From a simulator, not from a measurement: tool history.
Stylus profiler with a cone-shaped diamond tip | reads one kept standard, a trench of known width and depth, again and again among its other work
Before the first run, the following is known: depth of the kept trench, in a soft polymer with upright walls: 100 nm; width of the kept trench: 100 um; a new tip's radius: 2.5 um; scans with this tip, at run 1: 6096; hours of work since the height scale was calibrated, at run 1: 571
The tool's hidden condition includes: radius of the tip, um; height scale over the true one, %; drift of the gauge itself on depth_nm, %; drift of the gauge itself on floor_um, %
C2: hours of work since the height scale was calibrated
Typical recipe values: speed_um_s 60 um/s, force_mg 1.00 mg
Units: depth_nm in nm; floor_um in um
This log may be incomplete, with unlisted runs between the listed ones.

Run 1, day 0.000: usual settings; scans with this tip 6096; C2 571. Result: depth_nm 100.53 nm, floor_um 97.87 um.
Run 2, day 0.771: usual settings; scans with this tip 6237; C2 584. Result: depth_nm 100.47 nm, floor_um 97.88 um.
Run 3, day 1.179: usual settings; scans with this tip 6311; C2 591. Result: depth_nm 100.56 nm, floor_um 97.89 um.
Run 4, day 1.696: usual settings but speed_um_s 217 um/s; scans with this tip 6405; C2 600. Result: depth_nm 100.44 nm, floor_um 96.42 um.
Run 5, day 2.179: usual settings but speed_um_s 217 um/s; scans with this tip 6493; C2 608. Result: depth_nm 100.47 nm, floor_um 96.36 um.
Run 6, day 2.933: usual settings; scans with this tip 6631; C2 621. Result: depth_nm 100.61 nm, floor_um 97.91 um.
Run 7, day 3.850: usual settings; scans with this tip 6798; C2 636. Result: depth_nm 100.51 nm, floor_um 97.94 um.
Run 8, day 4.683: usual settings; scans with this tip 6950; C2 651. Result: depth_nm 100.49 nm, floor_um 97.92 um.
Run 9, day 5.275: usual settings; scans with this tip 7057; C2 661. Result: depth_nm 100.56 nm, floor_um 97.89 um.
Run 10, day 5.771: usual settings; scans with this tip 7148; C2 669. Result: depth_nm 100.50 nm, floor_um 97.94 um.
Run 11, day 6.700: usual settings; scans with this tip 7317; C2 685. Result: depth_nm 100.53 nm, floor_um 97.89 um.
Run 12, day 7.596: usual settings; scans with this tip 7481; C2 700. Result: depth_nm 100.52 nm, floor_um 97.86 um.
Run 13, day 8.383: usual settings; scans with this tip 7625; C2 714. Result: depth_nm 100.48 nm, floor_um 97.88 um.
Run 14, day 8.929: usual settings; scans with this tip 7724; C2 723. Result: depth_nm 100.59 nm, floor_um 97.91 um.
Run 15, day 9.858: usual settings; scans with this tip 7893; C2 739. Result: depth_nm 100.51 nm, floor_um 97.87 um.
Run 16, day 10.542: usual settings; scans with this tip 8018; C2 751. Result: depth_nm 100.43 nm, floor_um 97.88 um.
Run 17, day 11.396: usual settings; scans with this tip 8173; C2 765. Result: depth_nm 100.43 nm, floor_um 97.87 um.
Run 18, day 11.962: usual settings; scans with this tip 8277; C2 775. Result: depth_nm 100.53 nm, floor_um 97.88 um.
Run 19, day 12.650: usual settings; scans with this tip 8402; C2 787. Result: depth_nm 100.52 nm, floor_um 97.83 um.
Run 20, day 13.379: usual settings; scans with this tip 8535; C2 799. Result: depth_nm 100.38 nm, floor_um 97.81 um.
Run 21, day 13.825: usual settings but force_mg 0.74 mg; scans with this tip 8616; C2 807. Result: depth_nm 100.34 nm, floor_um 97.79 um.
Run 22, day 14.779: usual settings but force_mg 0.74 mg; scans with this tip 8790; C2 823. Result: depth_nm 100.34 nm, floor_um 97.74 um.
Run 23, day 15.308: usual settings but force_mg 0.74 mg; scans with this tip 8887; C2 832. Result: depth_nm 100.29 nm, floor_um 97.76 um.
Run 24, day 16.054: usual settings but speed_um_s 80 um/s, force_mg 2.86 mg; scans with this tip 9023; C2 845. Result: depth_nm 101.29 nm, floor_um 97.97 um.
Run 25, day 16.529: usual settings but speed_um_s 98 um/s, force_mg 0.61 mg; scans with this tip 9109; C2 853. Result: depth_nm 100.21 nm, floor_um 97.22 um.
Run 26, day 17.525: usual settings but speed_um_s 134 um/s, force_mg 2.23 mg; scans with this tip 9291; C2 870. Result: depth_nm 101.04 nm, floor_um 97.59 um.
Run 27, day 18.300: usual settings but speed_um_s 34 um/s, force_mg 0.50 mg; scans with this tip 9432; C2 883. Result: depth_nm 100.17 nm, floor_um 97.97 um.
Run 28, day 18.875: usual settings but speed_um_s 34 um/s, force_mg 0.50 mg; scans with this tip 9537; C2 893. Result: depth_nm 100.28 nm, floor_um 97.96 um.
Run 29, day 19.450: usual settings but speed_um_s 34 um/s, force_mg 0.50 mg; scans with this tip 9642; C2 903. Result: depth_nm 100.25 nm, floor_um 97.96 um.
Run 30, day 20.300: usual settings but speed_um_s 22 um/s, force_mg 1.04 mg; scans with this tip 9797; C2 917. Result: depth_nm 100.52 nm, floor_um 98.23 um.
Run 31, day 21.125: usual settings but speed_um_s 74 um/s, force_mg 2.95 mg; scans with this tip 9948; C2 931. Result: depth_nm 101.32 nm, floor_um 97.98 um.
Run 32, day 21.675: usual settings but speed_um_s 16 um/s, force_mg 0.44 mg; scans with this tip 10047; C2 941. Result: depth_nm 100.21 nm, floor_um 98.19 um.
Run 33, day 22.238: usual settings but speed_um_s 174 um/s, force_mg 2.88 mg; scans with this tip 10150; C2 950. Result: depth_nm 101.20 nm, floor_um 97.41 um.
Run 34, day 23.138: usual settings but force_mg 2.28 mg; scans with this tip 10314; C2 966. Result: depth_nm 100.98 nm, floor_um 98.05 um.
Run 35, day 23.992: usual settings but force_mg 2.28 mg; scans with this tip 10470; C2 980. Result: depth_nm 100.99 nm, floor_um 98.01 um.
Run 36, day 24.646: usual settings but speed_um_s 33 um/s, force_mg 0.38 mg; scans with this tip 10589; C2 991. Result: depth_nm 100.09 nm, floor_um 97.88 um.
Run 37, day 25.117: usual settings but speed_um_s 93 um/s, force_mg 0.41 mg; scans with this tip 10675; C2 999. Result: depth_nm 100.12 nm, floor_um 96.99 um.
Run 38, day 26.117: usual settings but speed_um_s 93 um/s, force_mg 0.41 mg; scans with this tip 10857; C2 1016. Result: depth_nm 100.02 nm, floor_um 96.99 um.
Run 39, day 26.621: usual settings but speed_um_s 93 um/s, force_mg 0.41 mg; scans with this tip 10949; C2 1025. Result: depth_nm 100.08 nm, floor_um 96.98 um.
Run 40, day 27.279: usual settings but speed_um_s 93 um/s, force_mg 0.41 mg; scans with this tip 11069; C2 1036. Result: depth_nm 100.11 nm, floor_um 96.98 um.
Run 41, day 28.154: usual settings but speed_um_s 15 um/s, force_mg 2.96 mg; scans with this tip 11229; C2 1051. Result: depth_nm 101.08 nm, floor_um 98.30 um.
Run 42, day 28.688: usual settings but speed_um_s 15 um/s, force_mg 2.96 mg; scans with this tip 11326; C2 1060. Result: depth_nm 101.16 nm, floor_um 98.37 um.
Run 43, day 29.271: usual settings but speed_um_s 17 um/s, force_mg 0.55 mg; scans with this tip 11433; C2 1070. Result: depth_nm 100.14 nm, floor_um 98.21 um.
Run 44, day 29.800: usual settings but speed_um_s 85 um/s; scans with this tip 11529; C2 1079. Result: depth_nm 100.38 nm, floor_um 97.54 um.
Run 45, day 30.633: usual settings but speed_um_s 85 um/s; scans with this tip 11681; C2 1093. Result: depth_nm 100.30 nm, floor_um 97.50 um.
Run 46, day 31.379: usual settings but speed_um_s 85 um/s; scans with this tip 11817; C2 1106. Result: depth_nm 100.41 nm, floor_um 97.60 um.

Here are 4 independent what-if runs from the current tool condition. What would each one return?
Run A, day 31.821: usual settings but speed_um_s 141 um/s; scans with this tip 11898; C2 1114. Result: depth_nm ?, floor_um ?.
Run B, day 31.821: usual settings but speed_um_s 25 um/s, force_mg 0.34 mg; scans with this tip 11898; C2 1114. Result: depth_nm ?, floor_um ?.
Run C, day 31.821: usual settings but speed_um_s 45 um/s, force_mg 1.58 mg; scans with this tip 11898; C2 1114. Result: depth_nm ?, floor_um ?.
Run D, day 31.821: usual settings but force_mg 0.37 mg; scans with this tip 11898; C2 1114. Result: depth_nm ?, floor_um ?.

run  depth_nm  floor_um
  A    100.43     97.06
  B    100.01     97.92
  C    100.76     98.10
  D     99.97     97.41
With no hidden state in the tool, these same runs would have given:
run  depth_nm  floor_um
  A    100.77     97.27
  B    100.34     98.13
  C    101.09     98.32
  D    100.30     97.62

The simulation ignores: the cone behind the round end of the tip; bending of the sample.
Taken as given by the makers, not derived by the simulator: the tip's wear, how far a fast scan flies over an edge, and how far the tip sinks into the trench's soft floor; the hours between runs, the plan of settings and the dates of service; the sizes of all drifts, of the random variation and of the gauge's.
